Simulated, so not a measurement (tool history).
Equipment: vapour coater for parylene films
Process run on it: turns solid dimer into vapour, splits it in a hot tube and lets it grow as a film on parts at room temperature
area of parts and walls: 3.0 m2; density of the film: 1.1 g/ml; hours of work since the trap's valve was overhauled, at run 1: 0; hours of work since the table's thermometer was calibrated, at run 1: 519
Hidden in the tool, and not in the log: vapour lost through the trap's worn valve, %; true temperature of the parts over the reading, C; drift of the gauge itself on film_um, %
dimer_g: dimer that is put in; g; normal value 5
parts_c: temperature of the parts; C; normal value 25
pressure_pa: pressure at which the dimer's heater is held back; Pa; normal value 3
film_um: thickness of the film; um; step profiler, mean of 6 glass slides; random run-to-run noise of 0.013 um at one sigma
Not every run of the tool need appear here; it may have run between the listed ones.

run,day,dimer_g,parts_c,pressure_pa,hours of work since the trap's valve was overhauled,hours of work since the table's thermometer was calibrated,film_um
1,0,5,25,3,0,519,1
2,1.55,5,20,3,26,545,1.24
3,3.679,5,20,2.8,61,580,1.23
4,5.183,5,20,2.8,86,605,1.23
5,7.112,5,20,2.8,118,637,1.21
6,9.65,5,25,3,161,680,0.96
7,12.271,5,25,7.15,204,723,0.88
8,13.854,6,25,7.15,231,750,1.05
9,15.038,5,25,3,250,769,0.91
10,16.575,5,25,3,276,795,0.89
11,18.196,5,25,3,303,822,0.91
12,20.538,5,25,3,342,861,0.9
13,22.912,3,25,3,382,900,0.52
# day 24.821: trap's valve overhauled
14,25.567,3,25,3,12,942,0.62
15,27.892,5,25,3,51,981,1.01
16,30.5,5,25,3,95,1024,0.98
17,31.979,5,25,3,119,1049,0.98
18,33.075,5,25,3,137,1067,0.96
19,34.679,5,25,3,164,1094,0.96
20,36.992,5,25,3,203,1132,0.95
21,39.325,5,25,3,242,1171,0.92
22,41.942,5,25,3,285,1215,0.93
23,43.888,2,25,3,317,1247,0.35
24,45.079,2,25,3,337,1267,0.36
25,46.258,2,25,3,357,1286,0.36
26,48.492,2,25,3,394,1324,0.34
# day 49.508: trap's valve overhauled
27,50.988,6,25,2.46,25,1362,1.21
28,52.404,6,25,2.46,48,1386,1.21
29,53.458,7,25,3.22,66,1404,1.35
30,55.304,3,25,3.39,97,1434,0.56
31,57.154,3,25,3.39,127,1465,0.56
32,59.392,3,32,3.48,165,1502,0.42
33,61.942,3,32,8.33,207,1545,0.4
34,64.383,5,34,3,248,1586,0.62
35,66.854,4,17,3.23,289,1627,0.97
36,67.975,2,25,2.54,308,1645,0.36
37,69.846,2,25,2.54,339,1677,0.35
38,71.321,2,18,3,363,1701,0.44
39,72.404,2,18,3,381,1719,0.47
# day 74.208: trap's valve overhauled
40,74.867,5,23,2.38,11,1757,1.12
41,77.279,5,28,2.38,51,1797,0.9
42,78.783,7,17,3,76,1823,1.86
43,81.192,3,23,11.92,116,1863,0.54
44,83.042,6,25,3.63,147,1893,1.11
45,84.379,6,25,3.63,169,1916,1.09
46,85.758,4,26,8.37,192,1939,0.64
# day 86.775: table's thermometer calibrated
47,87.904,4,26,8.37,227,19,0.66

Forecast each of these 3 alternatives for the next run:
A,89.038,6,24,7.7,246,38,?
B,89.038,5,26,8.37,246,38,?
C,89.038,8,29,7.51,246,38,?

run,film_um
A,1.08
B,0.83
C,1.19
What these runs would have given with no unlogged condition in the tool:
run,film_um
A,1.19
B,0.91
C,1.31
